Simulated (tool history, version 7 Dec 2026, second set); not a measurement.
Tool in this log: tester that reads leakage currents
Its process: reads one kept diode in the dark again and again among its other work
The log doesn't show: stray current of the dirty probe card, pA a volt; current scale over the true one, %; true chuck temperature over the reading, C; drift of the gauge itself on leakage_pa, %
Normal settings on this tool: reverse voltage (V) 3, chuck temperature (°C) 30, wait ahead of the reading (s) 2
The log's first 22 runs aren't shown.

run    hour  reverse voltage (V)  chuck temperature (°C)  wait ahead of the reading (s)  hours of work since the probe card was cleaned  hours of work since the tester was calibrated  hours of work since the chuck was calibrated  current that the tester gives (pA)
 23  2076.9                 4.21                      30                            0.8                                            1258                                           3157                                           634                               87.87
 24  2181.7                 9.66                      24                           3.98                                            1327                                           3227                                           704                               78.72
 25  2272.6                    3                      49                           4.32                                            1388                                           3287                                           764                               367.8
     2283.1  -- tester calibrated
 26  2334.8                    3                      49                           4.32                                            1427                                             34                                           804                               373.6
     2361.2  -- chuck's temperature calibrated
 27  2396.1                    3                      49                           4.32                                            1467                                             73                                            23                               320.4
 28  2492.7                    3                      27                           0.55                                            1531                                            137                                            87                               53.21
 29  2554.6                    3                      23                           1.08                                            1572                                            178                                           128                               38.34
 30  2607.4                 5.85                      24                           3.66                                            1606                                            213                                           163                               57.12
 31  2714.2                17.77                      30                           1.38                                            1677                                            284                                           234                              162.11
     2737.5  -- tester calibrated, once more
 32  2785.6                 4.27                      56                           0.61                                            1723                                             32                                           280                              652.99
 33  2876.9                    3                      51                              2                                            1784                                             92                                           340                              389.14
 34  2947.8                    3                      51                              2                                            1830                                            139                                           387                              391.27
 35  3061.8                    3                      21                            0.4                                            1906                                            215                                           462                               35.09
 36  3144.9                    3                      21                            0.4                                            1961                                            270                                           517                               35.89
 37  3205.7                 1.14                      30                           2.36                                            2001                                            310                                           558                               48.88
 38  3329.4                12.68                      34                           2.36                                            2083                                            392                                           639                              201.58
 39  3418.8                 1.99                      30                           0.45                                            2142                                            451                                           699                                64.6

Consider 5 possible next runs. They are alternatives, not a sequence: every one starts from the tool as it was left by run 39. What does each give?
  A  3491.5                 1.99                      30                           0.56                                            2190                                            499                                           747                                   ?
  B  3491.5                 1.99                      36                           1.49                                            2190                                            499                                           747                                   ?
  C  3491.5                 1.22                      22                            9.3                                            2190                                            499                                           747                                   ?
  D  3491.5                  8.1                      30                           0.45                                            2190                                            499                                           747                                   ?
  E  3491.5                 4.23                      38                           3.23                                            2190                                            499                                           747                                   ?

run  current that the tester gives (pA)
  A                               65.55
  B                              107.69
  C                               26.34
  D                              125.26
  E                              174.74
With no hidden state in the tool, these same runs would have given:
run  current that the tester gives (pA)
  A                               52.67
  B                               88.82
  C                               20.36
  D                               94.81
  E                              142.94
